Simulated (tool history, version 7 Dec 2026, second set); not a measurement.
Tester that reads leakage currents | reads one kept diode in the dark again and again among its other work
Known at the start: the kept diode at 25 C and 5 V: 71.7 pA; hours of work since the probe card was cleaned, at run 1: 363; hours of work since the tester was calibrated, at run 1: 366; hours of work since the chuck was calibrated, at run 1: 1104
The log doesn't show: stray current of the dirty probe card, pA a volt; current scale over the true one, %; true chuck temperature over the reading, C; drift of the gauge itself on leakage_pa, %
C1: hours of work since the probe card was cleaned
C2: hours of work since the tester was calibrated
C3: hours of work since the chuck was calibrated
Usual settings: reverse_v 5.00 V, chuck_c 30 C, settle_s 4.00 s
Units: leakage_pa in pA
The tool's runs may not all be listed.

{"run": 1, "hour": 0.0, "reverse_v": 5.0, "chuck_c": 30, "settle_s": 4.0, "C1": 363, "C2": 366, "C3": 1104, "leakage_pa": 131.63}
{"run": 2, "hour": 41.4, "reverse_v": 5.0, "chuck_c": 52, "settle_s": 4.0, "C1": 381, "C2": 385, "C3": 1123, "leakage_pa": 806.26}
{"run": 3, "hour": 111.6, "reverse_v": 5.0, "chuck_c": 52, "settle_s": 4.0, "C1": 413, "C2": 416, "C3": 1154, "leakage_pa": 812.53}
{"run": 4, "hour": 176.7, "reverse_v": 5.0, "chuck_c": 52, "settle_s": 4.0, "C1": 442, "C2": 446, "C3": 1184, "leakage_pa": 818.48}
{"run": 5, "hour": 243.6, "reverse_v": 7.02, "chuck_c": 30, "settle_s": 4.0, "C1": 472, "C2": 476, "C3": 1214, "leakage_pa": 160.49}
{"hour": 270.9, "done": "chuck's temperature calibrated"}
{"run": 6, "hour": 280.9, "reverse_v": 7.02, "chuck_c": 30, "settle_s": 4.0, "C1": 488, "C2": 491, "C3": 4, "leakage_pa": 139.73}
{"run": 7, "hour": 334.2, "reverse_v": 7.02, "chuck_c": 30, "settle_s": 4.0, "C1": 512, "C2": 515, "C3": 28, "leakage_pa": 140.08}
{"run": 8, "hour": 384.9, "reverse_v": 7.02, "chuck_c": 30, "settle_s": 4.0, "C1": 535, "C2": 538, "C3": 51, "leakage_pa": 142.25}
{"hour": 391.7, "done": "tester calibrated"}
{"run": 9, "hour": 418.9, "reverse_v": 5.0, "chuck_c": 51, "settle_s": 4.0, "C1": 549, "C2": 12, "C3": 66, "leakage_pa": 674.18}
{"run": 10, "hour": 467.6, "reverse_v": 5.0, "chuck_c": 51, "settle_s": 0.31, "C1": 571, "C2": 34, "C3": 88, "leakage_pa": 677.99}
{"run": 11, "hour": 513.8, "reverse_v": 5.0, "chuck_c": 51, "settle_s": 0.31, "C1": 592, "C2": 55, "C3": 108, "leakage_pa": 678.9}
{"run": 12, "hour": 553.1, "reverse_v": 5.0, "chuck_c": 51, "settle_s": 0.31, "C1": 610, "C2": 73, "C3": 126, "leakage_pa": 681.31}
{"hour": 580.4, "done": "tester calibrated, once more"}
{"run": 13, "hour": 611.3, "reverse_v": 15.33, "chuck_c": 44, "settle_s": 0.39, "C1": 635, "C2": 14, "C3": 151, "leakage_pa": 709.87}
{"run": 14, "hour": 654.3, "reverse_v": 16.47, "chuck_c": 23, "settle_s": 1.93, "C1": 654, "C2": 33, "C3": 171, "leakage_pa": 128.42}
{"run": 15, "hour": 717.0, "reverse_v": 5.0, "chuck_c": 30, "settle_s": 0.36, "C1": 683, "C2": 61, "C3": 199, "leakage_pa": 122.71}
{"run": 16, "hour": 762.7, "reverse_v": 16.37, "chuck_c": 27, "settle_s": 6.56, "C1": 703, "C2": 82, "C3": 219, "leakage_pa": 179.51}
{"run": 17, "hour": 817.9, "reverse_v": 14.19, "chuck_c": 32, "settle_s": 0.38, "C1": 728, "C2": 107, "C3": 244, "leakage_pa": 259.15}
{"run": 18, "hour": 871.7, "reverse_v": 14.19, "chuck_c": 32, "settle_s": 0.38, "C1": 752, "C2": 131, "C3": 268, "leakage_pa": 262.04}
{"run": 19, "hour": 936.6, "reverse_v": 3.13, "chuck_c": 38, "settle_s": 0.38, "C1": 781, "C2": 160, "C3": 298, "leakage_pa": 188.77}
{"run": 20, "hour": 992.7, "reverse_v": 7.02, "chuck_c": 55, "settle_s": 1.1, "C1": 807, "C2": 185, "C3": 323, "leakage_pa": 1126.25}
{"run": 21, "hour": 1030.4, "reverse_v": 7.02, "chuck_c": 55, "settle_s": 1.1, "C1": 824, "C2": 202, "C3": 340, "leakage_pa": 1128.05}
{"run": 22, "hour": 1102.4, "reverse_v": 3.78, "chuck_c": 22, "settle_s": 9.9, "C1": 856, "C2": 235, "C3": 372, "leakage_pa": 53.14}
{"run": 23, "hour": 1173.9, "reverse_v": 3.78, "chuck_c": 22, "settle_s": 9.9, "C1": 888, "C2": 267, "C3": 404, "leakage_pa": 53.77}
{"run": 24, "hour": 1246.1, "reverse_v": 1.47, "chuck_c": 59, "settle_s": 1.05, "C1": 921, "C2": 299, "C3": 437, "leakage_pa": 679.95}

Forecast each of these 4 alternatives for the next run:
{"run": "A", "hour": 1290.9, "reverse_v": 1.47, "chuck_c": 30, "settle_s": 1.05, "C1": 941, "C2": 320, "C3": 457, "leakage_pa": "?"}
{"run": "B", "hour": 1290.9, "reverse_v": 5.0, "chuck_c": 34, "settle_s": 4.0, "C1": 941, "C2": 320, "C3": 457, "leakage_pa": "?"}
{"run": "C", "hour": 1290.9, "reverse_v": 4.25, "chuck_c": 41, "settle_s": 3.87, "C1": 941, "C2": 320, "C3": 457, "leakage_pa": "?"}
{"run": "D", "hour": 1290.9, "reverse_v": 7.96, "chuck_c": 37, "settle_s": 4.0, "C1": 941, "C2": 320, "C3": 457, "leakage_pa": "?"}

run=A leakage_pa=64.96
run=B leakage_pa=176.65
run=C leakage_pa=287.60
run=D leakage_pa=291.57
Without the tool's hidden state the same runs would have given:
run=A leakage_pa=60.04
run=B leakage_pa=162.24
run=C leakage_pa=269.40
run=D leakage_pa=268.37
